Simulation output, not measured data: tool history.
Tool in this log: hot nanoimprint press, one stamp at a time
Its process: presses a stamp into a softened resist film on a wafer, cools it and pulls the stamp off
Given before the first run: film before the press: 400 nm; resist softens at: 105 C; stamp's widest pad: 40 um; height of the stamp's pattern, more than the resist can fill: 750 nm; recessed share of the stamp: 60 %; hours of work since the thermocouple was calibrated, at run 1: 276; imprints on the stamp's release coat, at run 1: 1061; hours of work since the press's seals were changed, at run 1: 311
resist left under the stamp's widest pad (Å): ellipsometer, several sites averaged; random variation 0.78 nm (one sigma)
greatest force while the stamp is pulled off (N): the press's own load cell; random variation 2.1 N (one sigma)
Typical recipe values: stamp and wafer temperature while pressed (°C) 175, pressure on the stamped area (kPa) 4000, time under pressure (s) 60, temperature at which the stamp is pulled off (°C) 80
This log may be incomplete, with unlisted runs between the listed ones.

run	hour	stamp and wafer temperature while pressed (°C)	pressure on the stamped area (kPa)	time under pressure (s)	temperature at which the stamp is pulled off (°C)	hours of work since the thermocouple was calibrated	imprints on the stamp's release coat	hours of work since the press's seals were changed	resist left under the stamp's widest pad (Å)	greatest force while the stamp is pulled off (N)
1	0	175	4000	60	80	276	1061	311	2015	102
2	9.7	181	4000	60	80	282	1091	317	1462	105
3	15.9	181	4000	60	80	287	1110	322	1489	105
4	25.6	181	4000	60	80	293	1139	328	1455	103
5	38	181	4370	60	80	302	1177	337	1398	104
6	49.6	175	2860	60	80	310	1212	345	2298	101
7	56.5	175	2860	60	80	314	1233	349	2294	105
8	61.8	175	4710	60	80	318	1250	353	1830	101
9	69.1	175	4710	60	80	323	1272	358	1851	99
# hour 82.8: stamp cleaned and given a new release coat
10	83.3	175	4710	60	80	328	2	364	1854	101
11	89.2	175	4710	60	80	333	20	368	1844	104
12	97.7	175	4000	60	80	338	46	373	1992	102
13	103.4	175	4000	60	80	342	63	377	1979	103
14	110.9	175	4000	60	80	347	86	382	1988	103
15	119.3	175	4000	60	80	353	112	388	1978	102
16	131.5	175	4000	60	80	361	149	396	1981	103
17	141	175	4550	60	80	368	178	403	1871	101
18	149.9	175	4550	60	80	374	205	409	1870	100
19	157.5	185	6100	50	65	379	228	414	1018	134
20	165.7	175	2810	57	80	385	253	420	2339	99
21	178.1	175	2770	60	80	393	291	428	2300	100
22	188.8	175	4160	60	80	400	324	436	1947	103
23	195.2	175	6180	78	80	405	343	440	1459	102
24	201.8	175	6180	78	80	409	363	444	1451	104
25	208	175	6180	117	80	414	382	449	1228	105
26	216.6	175	6180	117	80	419	408	455	1235	106
27	225.6	187	3090	74	80	426	436	461	1116	104
28	232.7	166	2680	35	66	430	457	465	3471	133
29	238.8	176	5450	60	65	435	476	470	1611	133
30	247.7	178	4270	60	65	441	503	476	1635	133

Below are 3 alternative next runs, each starting from the tool's condition after run 30. Predict each:
A	257.3	178	4000	60	80	447	532	482	?	?
B	257.3	175	3370	60	80	447	532	482	?	?
C	257.3	175	4000	50	80	447	532	482	?	?

run	resist left under the stamp's widest pad (Å)	greatest force while the stamp is pulled off (N)
A	1677	101
B	2115	104
C	2088	102
The same runs, with their run-to-run variation unchanged, on a tool lacking any hidden condition would have given:
run	resist left under the stamp's widest pad (Å)	greatest force while the stamp is pulled off (N)
A	1710	100
B	2157	103
C	2129	102
